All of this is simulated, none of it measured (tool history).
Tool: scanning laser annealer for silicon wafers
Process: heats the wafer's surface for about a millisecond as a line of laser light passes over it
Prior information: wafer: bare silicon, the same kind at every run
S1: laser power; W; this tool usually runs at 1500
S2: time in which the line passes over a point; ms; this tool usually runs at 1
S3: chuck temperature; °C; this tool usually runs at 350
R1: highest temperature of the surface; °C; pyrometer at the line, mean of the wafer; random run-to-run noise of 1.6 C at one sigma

{"run": 1, "hour": 0.0, "S1": 1500, "S2": 1, "S3": 350, "R1": 1054}
{"run": 2, "hour": 46.9, "S1": 1500, "S2": 1, "S3": 350, "R1": 1051}
{"run": 3, "hour": 93.1, "S1": 1500, "S2": 1, "S3": 350, "R1": 1049}
{"run": 4, "hour": 115.6, "S1": 1500, "S2": 1, "S3": 350, "R1": 1050}
{"run": 5, "hour": 143.4, "S1": 1500, "S2": 1, "S3": 350, "R1": 1045}
{"run": 6, "hour": 190.0, "S1": 1500, "S2": 1, "S3": 350, "R1": 1044}
{"run": 7, "hour": 215.2, "S1": 1500, "S2": 1, "S3": 350, "R1": 1044}
{"run": 8, "hour": 266.2, "S1": 1500, "S2": 1, "S3": 350, "R1": 1039}
{"run": 9, "hour": 311.7, "S1": 1500, "S2": 1, "S3": 350, "R1": 1040}
{"run": 10, "hour": 364.1, "S1": 1500, "S2": 1, "S3": 350, "R1": 1038}
{"run": 11, "hour": 394.9, "S1": 1500, "S2": 1, "S3": 350, "R1": 1032}
{"run": 12, "hour": 440.4, "S1": 1500, "S2": 1, "S3": 350, "R1": 1031}
{"run": 13, "hour": 483.9, "S1": 1500, "S2": 1, "S3": 350, "R1": 1028}
{"hour": 503.9, "done": "window over the wafer cleaned"}
{"run": 14, "hour": 540.3, "S1": 1500, "S2": 1, "S3": 350, "R1": 1047}
{"run": 15, "hour": 574.9, "S1": 1500, "S2": 1, "S3": 350, "R1": 1049}
{"run": 16, "hour": 611.3, "S1": 1500, "S2": 0.85, "S3": 350, "R1": 997}
{"run": 17, "hour": 659.1, "S1": 1500, "S2": 0.85, "S3": 350, "R1": 993}
{"run": 18, "hour": 695.0, "S1": 1445, "S2": 1, "S3": 350, "R1": 1012}
{"run": 19, "hour": 734.7, "S1": 1284, "S2": 1, "S3": 350, "R1": 930}
{"run": 20, "hour": 783.1, "S1": 1500, "S2": 1, "S3": 348, "R1": 1036}
{"run": 21, "hour": 835.4, "S1": 1498, "S2": 1, "S3": 378, "R1": 1063}
{"run": 22, "hour": 879.3, "S1": 1430, "S2": 0.83, "S3": 350, "R1": 942}
{"run": 23, "hour": 918.9, "S1": 1430, "S2": 0.83, "S3": 350, "R1": 937}
{"run": 24, "hour": 961.6, "S1": 1430, "S2": 0.83, "S3": 350, "R1": 940}
{"run": 25, "hour": 993.0, "S1": 1410, "S2": 0.83, "S3": 336, "R1": 912}
{"hour": 1011.1, "done": "window over the wafer cleaned"}
{"run": 26, "hour": 1044.8, "S1": 1631, "S2": 0.82, "S3": 381, "R1": 1080}
{"run": 27, "hour": 1096.5, "S1": 1500, "S2": 1.2, "S3": 381, "R1": 1141}
{"run": 28, "hour": 1119.9, "S1": 1617, "S2": 1.1, "S3": 381, "R1": 1170}
{"run": 29, "hour": 1173.2, "S1": 1452, "S2": 0.9, "S3": 326, "R1": 961}
{"run": 30, "hour": 1209.2, "S1": 1467, "S2": 0.9, "S3": 326, "R1": 968}
{"run": 31, "hour": 1251.0, "S1": 1281, "S2": 0.9, "S3": 336, "R1": 884}
{"run": 32, "hour": 1293.5, "S1": 1281, "S2": 0.9, "S3": 336, "R1": 879}
{"run": 33, "hour": 1344.4, "S1": 1500, "S2": 0.86, "S3": 325, "R1": 961}
{"run": 34, "hour": 1368.0, "S1": 1383, "S2": 0.74, "S3": 334, "R1": 872}
{"run": 35, "hour": 1407.4, "S1": 1371, "S2": 1.14, "S3": 350, "R1": 1004}
{"run": 36, "hour": 1448.7, "S1": 1496, "S2": 1.13, "S3": 341, "R1": 1059}
{"run": 37, "hour": 1498.2, "S1": 1496, "S2": 1.13, "S3": 375, "R1": 1092}
{"hour": 1515.6, "done": "window over the wafer cleaned"}
{"run": 38, "hour": 1544.5, "S1": 1496, "S2": 1.13, "S3": 375, "R1": 1110}
{"run": 39, "hour": 1573.6, "S1": 1496, "S2": 1.13, "S3": 375, "R1": 1106}

Below are 3 alternative next runs, each starting from the tool's condition after run 39. Predict each:
{"run": "A", "hour": 1611.3, "S1": 1590, "S2": 1, "S3": 337, "R1": "?"}
{"run": "B", "hour": 1611.3, "S1": 1544, "S2": 0.86, "S3": 362, "R1": "?"}
{"run": "C", "hour": 1611.3, "S1": 1520, "S2": 1.13, "S3": 375, "R1": "?"}

run=A R1=1079
run=B R1=1026
run=C R1=1122
Stripped of hidden state, with their random variation kept, the same runs would have yielded:
run=A R1=1087
run=B R1=1033
run=C R1=1130
